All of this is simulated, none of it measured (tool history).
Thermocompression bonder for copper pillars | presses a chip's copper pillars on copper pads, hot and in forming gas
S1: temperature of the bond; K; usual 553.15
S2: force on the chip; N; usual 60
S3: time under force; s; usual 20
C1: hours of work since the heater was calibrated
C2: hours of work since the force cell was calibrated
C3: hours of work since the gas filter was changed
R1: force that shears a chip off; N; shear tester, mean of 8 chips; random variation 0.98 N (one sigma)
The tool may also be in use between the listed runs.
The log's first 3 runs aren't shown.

run    hour      S1  S2  S3    C1   C2   C3    R1
      171.8  -- forming gas filter changed
  4   197.4  553.15  46  20   577  577   12  61.0
  5   264.6  553.15  60  14   609  609   45  70.7
  6   327.2  553.15  60  14   640  640   75  71.5
  7   401.8  548.15  60  20   676  676  111  72.2
  8   468.5  548.15  60  20   708  708  143  73.3
      475.2  -- force cell calibrated
  9   545.3  548.15  60  20   744   34  180  71.3
 10   611.3  548.15  60  20   776   66  212  70.1
      666.4  -- force cell calibrated, once more
 11   689.3  537.15  60  20   813   11  249  63.2
 12   765.1  537.15  60  20   850   48  285  61.7
      819.2  -- forming gas filter changed
 13   823.6  553.15  60  20   878   76    2  79.1
 14   860.4  553.15  60  15   896   94   20  70.9
 15   916.6  553.15  36  20   923  121   47  46.7
 16   952.7  553.15  36  20   940  138   65  46.2
 17  1013.8  554.15  58  11   970  168   94  62.2
 18  1051.7  554.15  58  11   988  186  112  61.3
 19  1108.4  558.15  58  24  1016  213  140  82.0
 20  1184.0  560.15  43  55  1052  250  176  82.8
 21  1236.3  563.15  70  20  1077  275  202  90.9
 22  1300.4  563.15  70  20  1108  306  233  88.6
 23  1385.9  576.15  55  36  1150  348  274  94.9
     1458.1  -- forming gas filter changed
 24  1458.1  553.15  65  30  1184  382    0  90.6
 25  1493.0  574.15  78  10  1201  399   17  93.0

The next listed run, before its measurement:
 26  1538.9  574.15  78  10  1224  421  39   ?

{"run 26": {"R1": 92.3}}
Without the tool's hidden state the same run would have given R1 99.9 N.

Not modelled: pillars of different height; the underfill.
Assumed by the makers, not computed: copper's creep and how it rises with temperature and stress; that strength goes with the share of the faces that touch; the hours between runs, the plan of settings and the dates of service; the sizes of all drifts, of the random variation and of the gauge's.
